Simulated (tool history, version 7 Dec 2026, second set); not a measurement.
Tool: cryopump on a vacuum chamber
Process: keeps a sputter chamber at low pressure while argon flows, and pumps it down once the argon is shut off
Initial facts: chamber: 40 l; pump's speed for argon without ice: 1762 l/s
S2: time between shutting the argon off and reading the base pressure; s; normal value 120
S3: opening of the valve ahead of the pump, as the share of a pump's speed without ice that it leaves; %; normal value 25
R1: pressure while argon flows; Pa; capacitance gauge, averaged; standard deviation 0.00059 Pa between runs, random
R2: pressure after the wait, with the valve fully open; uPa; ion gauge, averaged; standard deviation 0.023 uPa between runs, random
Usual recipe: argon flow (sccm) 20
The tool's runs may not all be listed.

Run 1, hour 0.0: usual settings. Result: R1 0.0836 Pa, R2 1.15 uPa.
Run 2, hour 11.1: usual settings. Result: R1 0.0832 Pa, R2 1.18 uPa.
Run 3, hour 31.6: usual settings. Result: R1 0.0834 Pa, R2 1.22 uPa.
Run 4, hour 49.6: usual settings. Result: R1 0.0844 Pa, R2 1.25 uPa.
Run 5, hour 67.4: usual settings. Result: R1 0.0843 Pa, R2 1.26 uPa.
Run 6, hour 77.6: usual settings but S3 19 %. Result: R1 0.1090 Pa, R2 1.28 uPa.
Run 7, hour 99.0: usual settings. Result: R1 0.0852 Pa, R2 1.30 uPa.
Run 8, hour 114.7: usual settings. Result: R1 0.0847 Pa, R2 1.28 uPa.
Run 9, hour 132.4: usual settings. Result: R1 0.0851 Pa, R2 1.31 uPa.
Run 10, hour 153.8: usual settings. Result: R1 0.0848 Pa, R2 1.29 uPa.
Run 11, hour 167.6: usual settings. Result: R1 0.0861 Pa, R2 1.35 uPa.
Run 12, hour 181.5: usual settings. Result: R1 0.0873 Pa, R2 1.37 uPa.
Run 13, hour 204.0: usual settings. Result: R1 0.0880 Pa, R2 1.37 uPa.
At hour 210.3: pump warmed up, emptied and cooled again.
Run 14, hour 227.4: usual settings. Result: R1 0.0770 Pa, R2 1.12 uPa.
Run 15, hour 240.2: usual settings. Result: R1 0.0766 Pa, R2 1.12 uPa.
Run 16, hour 256.8: usual settings. Result: R1 0.0777 Pa, R2 1.16 uPa.
Run 17, hour 277.4: usual settings. Result: R1 0.0777 Pa, R2 1.23 uPa.
Run 18, hour 290.6: usual settings but S2 66 s. Result: R1 0.0780 Pa, R2 1.71 uPa.
Run 19, hour 311.1: usual settings but argon flow (sccm) 19, S2 128 s, S3 23 %. Result: R1 0.0795 Pa, R2 1.15 uPa.
Run 20, hour 323.8: usual settings but argon flow (sccm) 24, S2 67 s. Result: R1 0.0939 Pa, R2 1.72 uPa.

Expected results for the next run?
Run 21, hour 339.8: usual settings but argon flow (sccm) 24, S2 67 s. Result: R1 ?, R2 ?.

{"run 21": {"R1": 0.0947, "R2": 1.75}}
Minus the tool's unlogged condition, the same run would have read R1 0.0927 Pa, R2 1.31 uPa.
